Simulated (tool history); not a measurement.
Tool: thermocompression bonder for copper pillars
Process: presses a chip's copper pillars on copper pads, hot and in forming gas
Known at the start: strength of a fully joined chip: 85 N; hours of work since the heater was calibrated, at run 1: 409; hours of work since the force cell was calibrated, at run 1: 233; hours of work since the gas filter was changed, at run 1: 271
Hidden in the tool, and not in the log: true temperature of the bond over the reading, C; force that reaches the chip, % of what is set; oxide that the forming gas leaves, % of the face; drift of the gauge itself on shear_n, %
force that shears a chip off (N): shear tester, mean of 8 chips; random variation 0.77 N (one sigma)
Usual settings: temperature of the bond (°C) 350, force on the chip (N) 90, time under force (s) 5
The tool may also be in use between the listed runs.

run   hour  temperature of the bond (°C)  force on the chip (N)  time under force (s)  hours of work since the heater was calibrated  hours of work since the force cell was calibrated  hours of work since the gas filter was changed  force that shears a chip off (N)
  1    0.0                           350                     90                     5                                            409                                                233                                             271                              54.4
  2   14.3                           350                     90                     5                                            419                                                243                                             281                              53.1
  3   24.5                           350                     90                     5                                            426                                                250                                             288                              54.5
  4   43.3                           350                     90                     3                                            438                                                263                                             301                              46.5
  5   52.4                           364                     90                     3                                            445                                                269                                             307                              50.5
      62.1  -- forming gas filter changed
  6   71.8                           350                     90                     5                                            458                                                282                                               7                              57.0
  7   93.8                           350                     90                     5                                            473                                                297                                              22                              56.5
  8  109.0                           350                     85                     5                                            483                                                308                                              32                              53.7
  9  130.6                           350                     85                     5                                            498                                                322                                              47                              53.7
 10  146.4                           350                     85                     5                                            509                                                333                                              58                              54.5
 11  166.1                           350                     85                     5                                            523                                                347                                              72                              53.5
 12  175.8                           350                     90                     5                                            529                                                353                                              78                              56.9
 13  185.7                           350                     90                     5                                            536                                                360                                              85                              55.8
 14  200.8                           350                     60                     5                                            546                                                371                                              95                              38.5
 15  214.5                           350                     93                     8                                            556                                                380                                             105                              62.9
 16  233.1                           350                     93                     8                                            569                                                393                                             118                              63.6
 17  255.3                           330                     54                     3                                            584                                                408                                             133                              23.8
 18  273.7                           360                     90                     5                                            596                                                421                                             145                              57.6
 19  290.1                           345                     70                    13                                            608                                                432                                             157                              55.0
 20  306.7                           345                     54                    13                                            619                                                443                                             168                              46.0
 21  320.1                           345                     54                     3                                            628                                                453                                             177                              26.7
 22  335.2                           345                    121                     3                                            639                                                463                                             188                              56.6
 23  347.4                           378                     81                     6                                            647                                                471                                             196                              60.0
 24  359.3                           320                     54                     4                                            655                                                480                                             204                              23.9

Forecast each of these 4 alternatives for the next run:
  A  372.2                           331                    127                    10                                            664                                                489                                             213                                 ?
  B  372.2                           357                     90                     4                                            664                                                489                                             213                                 ?
  C  372.2                           320                    131                     5                                            664                                                489                                             213                                 ?
  D  372.2                           348                     69                    10                                            664                                                489                                             213                                 ?

run  force that shears a chip off (N)
  A                              69.2
  B                              51.8
  C                              57.8
  D                              52.3
Without the tool's hidden state the same runs would have given:
run  force that shears a chip off (N)
  A                              74.5
  B                              56.4
  C                              62.8
  D                              57.0
